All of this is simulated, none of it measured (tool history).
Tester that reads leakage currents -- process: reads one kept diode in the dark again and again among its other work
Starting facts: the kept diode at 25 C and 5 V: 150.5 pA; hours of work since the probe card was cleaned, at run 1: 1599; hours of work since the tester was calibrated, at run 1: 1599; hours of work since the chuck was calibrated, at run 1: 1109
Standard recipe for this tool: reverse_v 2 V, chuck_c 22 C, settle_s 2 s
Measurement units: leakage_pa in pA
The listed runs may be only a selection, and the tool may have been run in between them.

run      day  reverse_v  chuck_c  settle_s  hours of work since the probe card was cleaned  hours of work since the tester was calibrated  hours of work since the chuck was calibrated  leakage_pa
  1        0          2       22         2                                            1599                                           1599                                          1109       74.94
        4.25  -- probe card cleaned and baked
  2    7.912          2       22         2                                              67                                           1742                                          1253       79.75
  3   16.662          2       22         2                                             228                                           1903                                          1413       79.03
  4   28.679          2       22         2                                             449                                           2124                                          1634       78.38
  5     34.9          2       42         2                                             563                                           2238                                          1749      365.78
      44.667  -- chuck's temperature calibrated
  6   46.629          2       42         2                                             777                                           2452                                            36      414.91
  7   52.604          2       42         2                                             887                                           2562                                           146      410.54
      55.317  -- probe card cleaned and baked, once more
  8   62.629          2       22         2                                             134                                           2744                                           328       73.61
  9   72.292          2       22         2                                             312                                           2922                                           505       73.66
 10   77.412       1.91       54      0.44                                             406                                           3016                                           600      939.62
 11   88.675      10.04       37      2.49                                             613                                           3223                                           807      540.61
 12   98.258      10.04       37      2.49                                             789                                           3399                                           983      536.67
 13  107.379       1.81       23      1.15                                             957                                           3567                                          1150       74.53
     108.058  -- tester calibrated
 14  117.771          2       23         2                                            1146                                            179                                          1340       78.87
 15  127.117       2.68       56      1.66                                            1318                                            350                                          1511     1208.06
 16    135.2          2       34      1.06                                            1467                                            499                                          1660      193.55
 17  143.825          2       34      1.06                                            1625                                            657                                          1819      191.64
     146.579  -- probe card cleaned and baked
     150.075  -- chuck's temperature calibrated
 18  150.075          2       59      0.66                                              63                                            768                                             0     1432.07

Consider 3 possible next runs. They are alternatives, not a sequence: every one starts from the tool as it was left by run 18. What does each give?
  A  161.833        2.1       52       1.3                                             279                                            985                                           216           ?
  B  161.833       1.63       39      0.66                                             279                                            985                                           216           ?
  C  161.833          2       37      0.66                                             279                                            985                                           216           ?

run  leakage_pa
  A      870.42
  B      287.47
  C      267.16
Without the tool's unlogged condition, the same runs would have read:
run  leakage_pa
  A      885.68
  B      292.41
  C      271.58
